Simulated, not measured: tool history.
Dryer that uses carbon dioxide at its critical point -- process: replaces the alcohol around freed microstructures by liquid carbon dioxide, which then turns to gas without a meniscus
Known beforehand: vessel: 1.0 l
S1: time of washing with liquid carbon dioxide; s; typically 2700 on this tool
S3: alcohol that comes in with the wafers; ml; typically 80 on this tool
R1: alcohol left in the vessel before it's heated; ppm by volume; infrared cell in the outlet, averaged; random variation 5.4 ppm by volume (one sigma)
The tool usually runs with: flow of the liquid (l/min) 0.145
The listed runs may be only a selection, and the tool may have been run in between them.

run 1 hour=0.0 | S1=2700 flow_of_the_liquid_(l/min)=0.145 S3=80 | R1=228
run 2 hour=23.0 | S1=2700 flow_of_the_liquid_(l/min)=0.145 S3=80 | R1=233
run 3 hour=47.0 | S1=2700 flow_of_the_liquid_(l/min)=0.145 S3=80 | R1=228
run 4 hour=67.7 | S1=2700 flow_of_the_liquid_(l/min)=0.145 S3=80 | R1=239
run 5 hour=90.1 | S1=2700 flow_of_the_liquid_(l/min)=0.145 S3=26 | R1=133
run 6 hour=114.6 | S1=2700 flow_of_the_liquid_(l/min)=0.145 S3=26 | R1=127
run 7 hour=136.0 | S1=2700 flow_of_the_liquid_(l/min)=0.145 S3=26 | R1=133
run 8 hour=152.9 | S1=1800 flow_of_the_liquid_(l/min)=0.145 S3=80 | R1=1500
run 9 hour=176.4 | S1=1800 flow_of_the_liquid_(l/min)=0.166 S3=80 | R1=843
run 10 hour=196.8 | S1=1800 flow_of_the_liquid_(l/min)=0.166 S3=80 | R1=861
run 11 hour=209.6 | S1=1800 flow_of_the_liquid_(l/min)=0.166 S3=29 | R1=369
run 12 hour=219.9 | S1=1800 flow_of_the_liquid_(l/min)=0.166 S3=29 | R1=370
run 13 hour=243.0 | S1=2700 flow_of_the_liquid_(l/min)=0.145 S3=80 | R1=280
run 14 hour=259.3 | S1=2700 flow_of_the_liquid_(l/min)=0.145 S3=80 | R1=292
run 15 hour=279.0 | S1=2700 flow_of_the_liquid_(l/min)=0.145 S3=49 | R1=219
run 16 hour=299.7 | S1=2700 flow_of_the_liquid_(l/min)=0.145 S3=49 | R1=221
run 17 hour=314.6 | S1=2700 flow_of_the_liquid_(l/min)=0.145 S3=49 | R1=222
run 18 hour=336.3 | S1=2700 flow_of_the_liquid_(l/min)=0.145 S3=49 | R1=237
run 19 hour=357.7 | S1=2340 flow_of_the_liquid_(l/min)=0.139 S3=20 | R1=248
run 20 hour=375.8 | S1=1680 flow_of_the_liquid_(l/min)=0.145 S3=60 | R1=1632
run 21 hour=390.4 | S1=1680 flow_of_the_liquid_(l/min)=0.145 S3=60 | R1=1649
run 22 hour=404.8 | S1=2040 flow_of_the_liquid_(l/min)=0.145 S3=80 | R1=1075
run 23 hour=426.3 | S1=2880 flow_of_the_liquid_(l/min)=0.097 S3=51 | R1=969
run 24 hour=442.7 | S1=1920 flow_of_the_liquid_(l/min)=0.168 S3=103 | R1=962
run 25 hour=465.0 | S1=1920 flow_of_the_liquid_(l/min)=0.168 S3=103 | R1=947
run 26 hour=481.6 | S1=2280 flow_of_the_liquid_(l/min)=0.140 S3=80 | R1=809
run 27 hour=492.6 | S1=2280 flow_of_the_liquid_(l/min)=0.140 S3=80 | R1=835
run 28 hour=510.4 | S1=2880 flow_of_the_liquid_(l/min)=0.088 S3=54 | R1=1543
run 29 hour=533.4 | S1=4140 flow_of_the_liquid_(l/min)=0.199 S3=28 | R1=112
run 30 hour=556.9 | S1=2280 flow_of_the_liquid_(l/min)=0.148 S3=26 | R1=301
run 31 hour=581.6 | S1=2100 flow_of_the_liquid_(l/min)=0.145 S3=80 | R1=1103
run 32 hour=599.3 | S1=2100 flow_of_the_liquid_(l/min)=0.145 S3=80 | R1=1108
run 33 hour=610.2 | S1=3780 flow_of_the_liquid_(l/min)=0.145 S3=27 | R1=122
run 34 hour=627.6 | S1=3780 flow_of_the_liquid_(l/min)=0.145 S3=27 | R1=126
run 35 hour=650.1 | S1=2100 flow_of_the_liquid_(l/min)=0.089 S3=29 | R1=2237
run 36 hour=660.7 | S1=3900 flow_of_the_liquid_(l/min)=0.124 S3=81 | R1=209

What if the next run were any one of these 3? Each begins from the tool's condition after run 36:
run A hour=681.8 | S1=2700 flow_of_the_liquid_(l/min)=0.177 S3=80 | R1=?
run B hour=681.8 | S1=2820 flow_of_the_liquid_(l/min)=0.177 S3=54 | R1=?
run C hour=681.8 | S1=3000 flow_of_the_liquid_(l/min)=0.210 S3=81 | R1=?

run=A R1=197
run=B R1=158
run=C R1=132
Without the tool's hidden state the same runs would have given:
run=A R1=26
run=B R1=15
run=C R1=7

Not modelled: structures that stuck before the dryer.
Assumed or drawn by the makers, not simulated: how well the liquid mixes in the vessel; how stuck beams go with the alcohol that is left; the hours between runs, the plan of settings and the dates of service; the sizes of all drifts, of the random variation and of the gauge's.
